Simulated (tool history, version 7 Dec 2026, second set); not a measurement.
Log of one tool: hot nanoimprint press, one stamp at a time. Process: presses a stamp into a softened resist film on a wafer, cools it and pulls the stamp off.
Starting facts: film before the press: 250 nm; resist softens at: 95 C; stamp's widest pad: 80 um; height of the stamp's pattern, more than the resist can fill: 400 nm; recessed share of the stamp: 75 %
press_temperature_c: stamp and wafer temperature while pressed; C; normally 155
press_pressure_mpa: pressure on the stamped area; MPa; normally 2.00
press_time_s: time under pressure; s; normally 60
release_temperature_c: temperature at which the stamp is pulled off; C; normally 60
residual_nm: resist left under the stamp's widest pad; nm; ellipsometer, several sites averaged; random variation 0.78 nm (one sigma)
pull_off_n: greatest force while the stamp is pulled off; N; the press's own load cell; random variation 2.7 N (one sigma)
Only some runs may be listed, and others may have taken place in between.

run,hour,press_temperature_c,press_pressure_mpa,press_time_s,release_temperature_c,residual_nm,pull_off_n
1,0.0,155,2.00,60,60,97.1,247
2,31.9,155,2.00,60,60,97.7,248
# hour 48.0: stamp cleaned and given a new release coat
3,85.5,155,2.00,60,60,97.4,230
4,115.9,155,2.00,60,59,97.8,234
5,156.0,155,2.00,60,58,97.4,244
6,182.7,155,2.00,60,58,96.4,243
7,209.3,155,2.00,60,60,96.8,237
8,240.4,155,2.00,60,60,96.1,238
9,288.5,155,2.53,60,55,84.4,261
# hour 325.3: stamp cleaned and given a new release coat
10,349.0,157,2.53,32,65,96.7,218
11,381.8,157,2.53,88,65,67.5,220
12,422.7,158,1.92,37,57,103.7,241
13,469.2,158,2.22,48,57,85.9,247
14,519.3,158,2.22,48,57,85.7,248
15,543.2,158,2.22,48,57,86.8,251

Consider 4 possible next runs. They are alternatives, not a sequence: every one starts from the tool as it was left by run 15. What does each give?
A,588.0,158,1.99,48,57,?,?
B,588.0,158,2.22,48,47,?,?
C,588.0,143,2.00,79,56,?,?
D,588.0,155,2.00,43,60,?,?

run,residual_nm,pull_off_n
A,92.9,254
B,86.2,279
C,139.7,261
D,105.2,238
The same runs, with their run-to-run variation unchanged, on a tool lacking any hidden condition would have given:
run,residual_nm,pull_off_n
A,96.9,238
B,89.8,261
C,147.1,245
D,110.0,223
